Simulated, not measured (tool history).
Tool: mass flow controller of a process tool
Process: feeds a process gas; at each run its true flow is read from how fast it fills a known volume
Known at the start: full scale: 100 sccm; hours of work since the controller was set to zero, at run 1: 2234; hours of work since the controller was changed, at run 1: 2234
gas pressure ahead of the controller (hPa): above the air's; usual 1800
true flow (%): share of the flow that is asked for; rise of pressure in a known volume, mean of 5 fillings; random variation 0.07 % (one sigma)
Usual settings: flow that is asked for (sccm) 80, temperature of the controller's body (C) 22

run    hour  flow that is asked for (sccm)  gas pressure ahead of the controller (hPa)  temperature of the controller's body (C)  hours of work since the controller was set to zero  hours of work since the controller was changed  true flow (%)
  1     0.0                             80                                        1800                                        22                                                2234                                            2234          99.52
  2    99.7                             80                                        1800                                        22                                                2304                                            2304          99.56
  3   233.9                             80                                        1800                                        33                                                2398                                            2398         100.30
  4   296.1                             80                                        1800                                        33                                                2442                                            2442         100.27
  5   434.9                             80                                        1800                                        39                                                2539                                            2539         100.64
  6   540.6                             80                                        1800                                        30                                                2613                                            2613         100.18
  7   607.4                             80                                        1800                                        22                                                2660                                            2660          99.75
  8   671.6                             80                                        1800                                        22                                                2705                                            2705          99.50
  9   797.8                             80                                        1800                                        22                                                2793                                            2793          99.71
 10   860.9                             80                                        1800                                        22                                                2837                                            2837          99.65
 11   938.7                             80                                        1800                                        22                                                2892                                            2892          99.56
 12  1029.9                             80                                        1800                                        22                                                2956                                            2956          99.64
 13  1179.2                             18                                        1800                                        22                                                3060                                            3060          95.73
 14  1286.7                             80                                        2690                                        22                                                3136                                            3136         100.15
 15  1379.3                             80                                        2690                                        22                                                3201                                            3201         100.03
 16  1493.6                             80                                        2690                                        22                                                3281                                            3281         100.16
 17  1613.7                             80                                        2690                                        22                                                3365                                            3365         100.18
 18  1741.9                             80                                        2690                                        22                                                3455                                            3455         100.20
 19  1829.1                             16                                        1650                                        25                                                3516                                            3516          95.02
 20  1920.0                             11                                        2330                                        34                                                3580                                            3580          93.61
 21  1984.5                             49                                        1700                                        26                                                3625                                            3625          98.70
 22  2070.3                             49                                        2100                                        26                                                3685                                            3685          98.94
 23  2164.6                             17                                        1800                                        22                                                3751                                            3751          94.97
 24  2228.2                             17                                        1800                                        22                                                3796                                            3796          94.85
 25  2358.9                             17                                        1800                                        22                                                3887                                            3887          94.87
 26  2470.5                             80                                        1800                                        24                                                3966                                            3966          99.92
 27  2596.6                             80                                        1800                                        24                                                4054                                            4054          99.92
 28  2665.9                             20                                        1800                                        30                                                4102                                            4102          95.97
 29  2763.2                             65                                        1650                                        27                                                4171                                            4171          99.64
 30  2867.2                             13                                        2720                                        25                                                4244                                            4244          93.53
 31  2964.6                             21                                        1800                                        21                                                4312                                            4312          95.42
 32  3034.2                             13                                        1750                                        30                                                4361                                            4361          93.20
 33  3116.5                             36                                        1640                                        32                                                4418                                            4418          98.19
 34  3263.0                             36                                        1640                                        32                                                4521                                            4521          98.21
 35  3378.7                             10                                        2390                                        28                                                4602                                            4602          90.65
 36  3498.4                             67                                        1690                                        28                                                4686                                            4686          99.61

5 ways to go on from here, each from the tool as it stands after run 36. What would each give?
  A  3586.4                             96                                        1520                                        28                                                4748                                            4748              ?
  B  3586.4                             80                                        2060                                        29                                                4748                                            4748              ?
  C  3586.4                             67                                        1720                                        28                                                4748                                            4748              ?
  D  3586.4                             26                                        1780                                        22                                                4748                                            4748              ?
  E  3586.4                             15                                        2150                                        26                                                4748                                            4748              ?

run  true flow (%)
  A         100.57
  B         100.45
  C          99.75
  D          96.24
  E          93.65
Without the tool's hidden state the same runs would have given:
run  true flow (%)
  A          99.90
  B          99.99
  C          99.54
  D          98.42
  E          98.71
